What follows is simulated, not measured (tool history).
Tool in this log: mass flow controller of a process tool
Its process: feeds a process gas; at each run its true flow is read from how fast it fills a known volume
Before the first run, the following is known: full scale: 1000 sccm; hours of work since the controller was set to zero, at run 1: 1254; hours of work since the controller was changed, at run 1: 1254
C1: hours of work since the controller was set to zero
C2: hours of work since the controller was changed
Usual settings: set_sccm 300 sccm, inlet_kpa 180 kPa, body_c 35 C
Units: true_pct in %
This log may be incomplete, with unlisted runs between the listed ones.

Run 1, hour 0: usual settings; C1 1254; C2 1254. Result: true_pct 98.2 %.
Run 2, hour 263.1: usual settings but set_sccm 171 sccm; C1 1456; C2 1456. Result: true_pct 97.72 %.
Run 3, hour 459.1: usual settings; C1 1607; C2 1607. Result: true_pct 97.91 %.
Run 4, hour 667.3: usual settings; C1 1767; C2 1767. Result: true_pct 97.41 %.
Run 5, hour 833.5: usual settings; C1 1895; C2 1895. Result: true_pct 97.21 %.
Run 6, hour 973.9: usual settings; C1 2003; C2 2003. Result: true_pct 97.1 %.
Run 7, hour 1177.7: usual settings; C1 2160; C2 2160. Result: true_pct 96.81 %.
Run 8, hour 1292.5: usual settings; C1 2248; C2 2248. Result: true_pct 96.78 %.
Run 9, hour 1524.8: usual settings but inlet_kpa 154 kPa; C1 2427; C2 2427. Result: true_pct 96.15 %.
Run 10, hour 1781.4: usual settings; C1 2624; C2 2624. Result: true_pct 96.25 %.
Run 11, hour 1897.3: usual settings; C1 2714; C2 2714. Result: true_pct 95.97 %.
Run 12, hour 2105.6: usual settings; C1 2874; C2 2874. Result: true_pct 95.66 %.
At hour 2189.3: gauge calibrated.
Run 13, hour 2300.7: usual settings; C1 3024; C2 3024. Result: true_pct 98.16 %.
Run 14, hour 2542.4: usual settings; C1 3210; C2 3210. Result: true_pct 97.81 %.
Run 15, hour 2660.1: usual settings but body_c 25 C; C1 3300; C2 3300. Result: true_pct 98.32 %.
Run 16, hour 2839.7: usual settings but set_sccm 928 sccm; C1 3439; C2 3439. Result: true_pct 98.36 %.
Run 17, hour 2951.3: usual settings; C1 3524; C2 3524. Result: true_pct 97.29 %.
Run 18, hour 3138: usual settings but set_sccm 373 sccm; C1 3668; C2 3668. Result: true_pct 97.09 %.
Run 19, hour 3285.9: usual settings but set_sccm 373 sccm; C1 3782; C2 3782. Result: true_pct 97.04 %.
Run 20, hour 3543.7: usual settings but set_sccm 142 sccm, inlet_kpa 208 kPa, body_c 27 C; C1 3980; C2 3980. Result: true_pct 96.84 %.
Run 21, hour 3733.8: usual settings but set_sccm 799 sccm, inlet_kpa 208 kPa, body_c 39 C; C1 4126; C2 4126. Result: true_pct 96.87 %.
Run 22, hour 3909.8: usual settings but set_sccm 178 sccm, inlet_kpa 207 kPa, body_c 39 C; C1 4262; C2 4262. Result: true_pct 95.73 %.
Run 23, hour 4114.9: usual settings but set_sccm 301 sccm, inlet_kpa 149 kPa, body_c 21 C; C1 4420; C2 4420. Result: true_pct 96.64 %.
Run 24, hour 4375.4: usual settings but set_sccm 301 sccm, inlet_kpa 149 kPa, body_c 21 C; C1 4620; C2 4620. Result: true_pct 96.34 %.
Run 25, hour 4518.3: usual settings but set_sccm 298 sccm, body_c 38 C; C1 4730; C2 4730. Result: true_pct 95.26 %.
Run 26, hour 4734.9: usual settings but set_sccm 298 sccm, body_c 38 C; C1 4897; C2 4897. Result: true_pct 95.14 %.
Run 27, hour 4850.8: usual settings but set_sccm 703 sccm, inlet_kpa 273 kPa, body_c 24 C; C1 4986; C2 4986. Result: true_pct 96.66 %.
Run 28, hour 5100.6: usual settings but set_sccm 139 sccm, inlet_kpa 201 kPa, body_c 23 C; C1 5178; C2 5178. Result: true_pct 95.41 %.
Run 29, hour 5295.8: usual settings but set_sccm 368 sccm, inlet_kpa 145 kPa, body_c 40 C; C1 5328; C2 5328. Result: true_pct 94.13 %.
Run 30, hour 5427.1: usual settings but inlet_kpa 154 kPa; C1 5429; C2 5429. Result: true_pct 94.32 %.
Run 31, hour 5659.4: usual settings but body_c 27 C; C1 5608; C2 5608. Result: true_pct 94.63 %.
Run 32, hour 5782.7: usual settings but set_sccm 606 sccm, inlet_kpa 202 kPa, body_c 37 C; C1 5703; C2 5703. Result: true_pct 94.36 %.
Run 33, hour 6000.7: usual settings but set_sccm 606 sccm, inlet_kpa 202 kPa, body_c 37 C; C1 5870; C2 5870. Result: true_pct 93.93 %.
Run 34, hour 6212.4: usual settings but set_sccm 606 sccm, inlet_kpa 202 kPa, body_c 37 C; C1 6033; C2 6033. Result: true_pct 93.8 %.
Run 35, hour 6469.5: usual settings but set_sccm 606 sccm, inlet_kpa 202 kPa, body_c 37 C; C1 6231; C2 6231. Result: true_pct 93.43 %.
Run 36, hour 6641.6: usual settings but set_sccm 927 sccm, inlet_kpa 158 kPa, body_c 22 C; C1 6364; C2 6364. Result: true_pct 94.38 %.
At hour 6820.5: controller's zero set anew.
Run 37, hour 6848: usual settings but body_c 25 C; C1 21; C2 6522. Result: true_pct 93.1 %.

The next listed run, before its measurement:
Run 38, hour 7008.2: usual settings but inlet_kpa 184 kPa; C1 144; C2 6645. Result: true_pct ?.

{"run 38": {"true_pct": 92.26}}
The same run, on a tool lacking any hidden state, would have yielded true_pct 98.13 %.

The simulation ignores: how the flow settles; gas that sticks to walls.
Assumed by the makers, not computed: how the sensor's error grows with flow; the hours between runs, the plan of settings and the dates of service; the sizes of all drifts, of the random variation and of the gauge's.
